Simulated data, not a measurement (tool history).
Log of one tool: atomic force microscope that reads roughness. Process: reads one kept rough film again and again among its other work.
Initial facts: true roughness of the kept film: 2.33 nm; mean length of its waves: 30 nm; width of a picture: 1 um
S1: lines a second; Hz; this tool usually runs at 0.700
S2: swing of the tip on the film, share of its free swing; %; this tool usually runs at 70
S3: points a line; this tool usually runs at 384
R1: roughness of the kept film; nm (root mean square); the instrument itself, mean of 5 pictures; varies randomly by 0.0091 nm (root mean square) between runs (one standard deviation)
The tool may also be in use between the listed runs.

run 1 hour=0.0 | S1=0.700 S2=70 S3=384 | R1=1.941
run 2 hour=35.8 | S1=0.700 S2=70 S3=437 | R1=1.586
-- hour=52.0 new tip fitted
run 3 hour=68.7 | S1=0.782 S2=70 S3=384 | R1=1.771
-- hour=109.1 new tip fitted
run 4 hour=114.2 | S1=0.782 S2=70 S3=384 | R1=1.920
run 5 hour=150.2 | S1=0.782 S2=60 S3=384 | R1=1.599
-- hour=167.1 new tip fitted
run 6 hour=190.2 | S1=0.782 S2=60 S3=384 | R1=1.712
run 7 hour=214.7 | S1=0.806 S2=70 S3=383 | R1=1.504
-- hour=219.5 height scale calibrated on a step standard
-- hour=226.5 new tip fitted
run 8 hour=254.9 | S1=0.806 S2=70 S3=383 | R1=1.706
-- hour=284.7 new tip fitted
run 9 hour=288.7 | S1=0.700 S2=59 S3=924 | R1=1.934
run 10 hour=320.6 | S1=0.700 S2=59 S3=924 | R1=1.587
-- hour=342.6 new tip fitted
run 11 hour=353.9 | S1=0.700 S2=75 S3=384 | R1=1.842
-- hour=371.8 height scale calibrated on a step standard, once more
run 12 hour=389.3 | S1=1.115 S2=55 S3=288 | R1=1.555

The same runs without the tool's hidden state, with the same run-to-run variation:
The hidden state here: radius of the tip, nm; height scale over the true one, %; drift of the gauge itself on roughness_nm, %.
run=1 R1=2.049
run=2 R1=2.055
run=3 R1=2.038
run=4 R1=2.030
run=5 R1=2.076
run=6 R1=2.072
run=7 R1=2.053
run=8 R1=2.057
run=9 R1=2.077
run=10 R1=2.086
run=11 R1=2.043
run=12 R1=2.053
